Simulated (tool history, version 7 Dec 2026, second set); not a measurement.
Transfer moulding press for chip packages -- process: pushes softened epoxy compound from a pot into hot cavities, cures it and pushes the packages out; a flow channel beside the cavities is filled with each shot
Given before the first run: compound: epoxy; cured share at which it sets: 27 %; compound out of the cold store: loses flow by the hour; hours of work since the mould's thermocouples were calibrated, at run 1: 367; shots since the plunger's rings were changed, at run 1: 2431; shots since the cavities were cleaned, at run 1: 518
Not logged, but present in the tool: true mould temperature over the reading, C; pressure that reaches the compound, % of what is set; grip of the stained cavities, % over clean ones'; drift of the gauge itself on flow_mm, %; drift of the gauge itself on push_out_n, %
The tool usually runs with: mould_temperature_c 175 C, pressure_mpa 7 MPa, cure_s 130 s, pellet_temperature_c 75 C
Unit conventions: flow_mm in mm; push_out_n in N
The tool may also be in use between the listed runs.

run	hour	mould_temperature_c	pressure_mpa	cure_s	pellet_temperature_c	hours of work since the mould's thermocouples were calibrated	shots since the plunger's rings were changed	shots since the cavities were cleaned	incoming compound's hours out of the cold store	flow_mm	push_out_n
1	0	175	7	130	75	367	2431	518	22.2	709	521
# hour 15.4: cavities cleaned with cleaning compound and waxed
2	18.1	175	7	130	75	377	2577	24	19.3	722	352
3	36.5	175	5.64	130	75	387	2739	186	46	573	407
4	59.6	175	5.64	130	75	400	2942	389	42.2	582	471
5	73	175	7	135	75	408	3060	507	38.7	659	497
6	87.3	175	6.42	135	75	416	3185	632	21.8	680	519
# hour 90.7: cavities cleaned with cleaning compound and waxed
7	115.8	175	6.42	135	75	432	3423	220	25.9	667	417
8	129.7	175	6.42	135	75	440	3545	342	43.1	617	442
9	160.5	175	6.42	135	75	457	3816	613	11.1	711	522
# hour 166.9: cavities cleaned with cleaning compound and waxed
10	181.7	175	7	130	76	468	3989	130	45.4	631	385
11	196.7	175	7	130	76	477	4121	262	39.1	649	437
12	216.1	175	7	130	76	488	4292	433	9	740	509
# hour 240.9: cavities cleaned with cleaning compound and waxed
13	241.9	181	7	130	76	502	4506	9	39.4	628	284
14	256.5	175	7.78	130	75	510	4634	137	15.5	761	387
15	275.1	175	7.22	120	75	521	4797	300	21.9	707	495
16	297.9	175	7.22	120	75	534	4998	501	35.9	667	566
# hour 316: cavities cleaned with cleaning compound and waxed
17	324.5	176	8.73	164	68	548	5218	74	36.3	722	300
18	340.9	178	7	130	75	557	5363	219	43.1	619	381
19	360.1	175	7	155	75	568	5531	387	15.2	715	421
20	387.1	182	7.22	155	75	584	5769	625	30.4	649	440
# hour 391.4: cavities cleaned with cleaning compound and waxed
21	401.9	182	7.22	155	75	591	5886	92	16.9	689	312
22	416	172	5.8	130	75	599	6010	216	46.3	565	454
23	429.3	182	6.38	130	81	607	6127	333	26.7	617	381
24	459.8	177	6.06	130	80	624	6395	601	25.9	622	474
# hour 465.6: cavities cleaned with cleaning compound and waxed
25	489.9	177	6.06	130	80	640	6646	214	31.6	606	381
26	504.4	175	7.33	130	72	649	6774	342	33.5	665	448
# hour 521.8: plunger's sealing rings changed
27	524.6	175	8.55	130	74	659	25	498	22.7	800	496

The logged runs with the hidden state left out (each run's random variation unchanged):
run	flow_mm	push_out_n
1	728	340
2	742	349
3	589	332
4	600	331
5	680	327
6	703	324
7	692	326
8	640	318
9	741	330
10	657	336
11	677	336
12	775	356
13	658	279
14	799	335
15	743	375
16	702	381
17	762	271
18	654	303
19	758	296
20	689	271
21	732	274
22	602	367
23	657	271
24	665	301
25	650	305
26	714	329
27	805	337
